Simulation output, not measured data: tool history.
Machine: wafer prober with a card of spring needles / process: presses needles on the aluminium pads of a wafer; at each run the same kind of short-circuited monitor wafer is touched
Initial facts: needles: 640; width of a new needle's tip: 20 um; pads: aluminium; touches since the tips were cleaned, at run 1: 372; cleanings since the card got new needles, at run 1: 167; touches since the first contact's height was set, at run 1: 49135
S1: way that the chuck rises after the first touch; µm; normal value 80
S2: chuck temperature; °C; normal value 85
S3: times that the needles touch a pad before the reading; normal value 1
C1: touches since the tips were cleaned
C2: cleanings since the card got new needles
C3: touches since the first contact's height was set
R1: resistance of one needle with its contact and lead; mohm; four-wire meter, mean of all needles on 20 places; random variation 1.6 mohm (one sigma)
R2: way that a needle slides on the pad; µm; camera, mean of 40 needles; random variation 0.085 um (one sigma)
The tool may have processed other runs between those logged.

| run | day | S1 | S2 | S3 | C1 | C2 | C3 | R1 | R2 |
|---|---|---|---|---|---|---|---|---|---|
| 1 | 0.000 | 80 | 85 | 1 | 372 | 167 | 49135 | 194 | 21.71 |
|  | 0.204 | tips cleaned on abrasive film |
|  | 0.454 | tips cleaned on abrasive film |
|  | 0.708 | tips cleaned on abrasive film |
|  | 0.958 | tips cleaned on abrasive film |
| 2 | 0.996 | 80 | 85 | 3 | 531 | 171 | 62699 | 178 | 21.73 |
|  | 1.196 | tips cleaned on abrasive film |
|  | 1.400 | tips cleaned on abrasive film |
|  | 1.654 | tips cleaned on abrasive film |
| 3 | 1.812 | 80 | 85 | 1 | 2219 | 174 | 73815 | 249 | 21.81 |
|  | 1.867 | tips cleaned on abrasive film |
|  | 2.117 | tips cleaned on abrasive film |
|  | 2.371 | tips cleaned on abrasive film |
|  | 2.621 | tips cleaned on abrasive film |
|  | 2.875 | tips cleaned on abrasive film |
| 4 | 2.883 | 80 | 85 | 2 | 113 | 179 | 88314 | 178 | 21.70 |
|  | 3.083 | tips cleaned on abrasive film |
|  | 3.333 | tips cleaned on abrasive film |
| 5 | 3.429 | 80 | 85 | 2 | 1316 | 181 | 95768 | 212 | 21.60 |
|  | 3.583 | tips cleaned on abrasive film |
|  | 3.838 | tips cleaned on abrasive film |
|  | 4.038 | tips cleaned on abrasive film |
| 6 | 4.050 | 80 | 85 | 2 | 141 | 184 | 104151 | 177 | 21.55 |
|  | 4.250 | tips cleaned on abrasive film |
|  | 4.504 | tips cleaned on abrasive film |
|  | 4.754 | tips cleaned on abrasive film, once more |
|  | 5.254 | card fitted with new needles |
| 7 | 5.396 | 80 | 85 | 2 | 1934 | 0 | 1934 | 194 | 22.29 |
|  | 5.500 | tips cleaned on abrasive film |
|  | 5.746 | tips cleaned on abrasive film |
| 8 | 5.871 | 61 | 35 | 2 | 1728 | 2 | 8392 | 209 | 16.89 |
|  | 5.975 | tips cleaned on abrasive film |
|  | 6.225 | tips cleaned on abrasive film |
|  | 6.479 | tips cleaned on abrasive film |
| 9 | 6.529 | 68 | 28 | 3 | 730 | 5 | 17364 | 166 | 18.68 |
|  | 6.683 | tips cleaned on abrasive film |
|  | 6.938 | tips cleaned on abrasive film |
|  | 7.138 | tips cleaned on abrasive film |
|  | 7.392 | tips cleaned on abrasive film |
| 10 | 7.488 | 80 | 66 | 1 | 1325 | 9 | 30352 | 209 | 22.03 |
|  | 7.642 | tips cleaned on abrasive film |
|  | 7.888 | tips cleaned on abrasive film |
|  | 8.142 | tips cleaned on abrasive film |
|  | 8.396 | tips cleaned on abrasive film |
| 11 | 8.467 | 80 | 66 | 1 | 1005 | 13 | 43678 | 199 | 21.73 |

Here are 5 independent what-if runs from the current tool condition. What would each one return?
|  | 8.621 | tips cleaned on abrasive film |
|  | 8.825 | tips cleaned on abrasive film |
|  | 9.075 | tips cleaned on abrasive film |
| A | 9.133 | 80 | 68 | 2 | 797 | 16 | 52716 | ? | ? |
|  | 8.621 | tips cleaned on abrasive film |
|  | 8.825 | tips cleaned on abrasive film |
|  | 9.075 | tips cleaned on abrasive film |
| B | 9.133 | 80 | 78 | 2 | 797 | 16 | 52716 | ? | ? |
|  | 8.621 | tips cleaned on abrasive film |
|  | 8.825 | tips cleaned on abrasive film |
|  | 9.075 | tips cleaned on abrasive film |
| C | 9.133 | 83 | 66 | 2 | 797 | 16 | 52716 | ? | ? |
|  | 8.621 | tips cleaned on abrasive film |
|  | 8.825 | tips cleaned on abrasive film |
|  | 9.075 | tips cleaned on abrasive film |
| D | 9.133 | 82 | 58 | 1 | 797 | 16 | 52716 | ? | ? |
|  | 8.621 | tips cleaned on abrasive film |
|  | 8.825 | tips cleaned on abrasive film |
|  | 9.075 | tips cleaned on abrasive film |
| E | 9.133 | 87 | 44 | 1 | 797 | 16 | 52716 | ? | ? |

| run | R1 | R2 |
|---|---|---|
| A | 183 | 21.76 |
| B | 183 | 21.93 |
| C | 180 | 22.50 |
| D | 195 | 22.37 |
| E | 188 | 23.84 |
The same runs, with their run-to-run variation unchanged, on a tool lacking any hidden condition would have given:
| run | R1 | R2 |
|---|---|---|
| A | 158 | 22.07 |
| B | 159 | 22.24 |
| C | 157 | 22.81 |
| D | 155 | 22.68 |
| E | 152 | 24.15 |

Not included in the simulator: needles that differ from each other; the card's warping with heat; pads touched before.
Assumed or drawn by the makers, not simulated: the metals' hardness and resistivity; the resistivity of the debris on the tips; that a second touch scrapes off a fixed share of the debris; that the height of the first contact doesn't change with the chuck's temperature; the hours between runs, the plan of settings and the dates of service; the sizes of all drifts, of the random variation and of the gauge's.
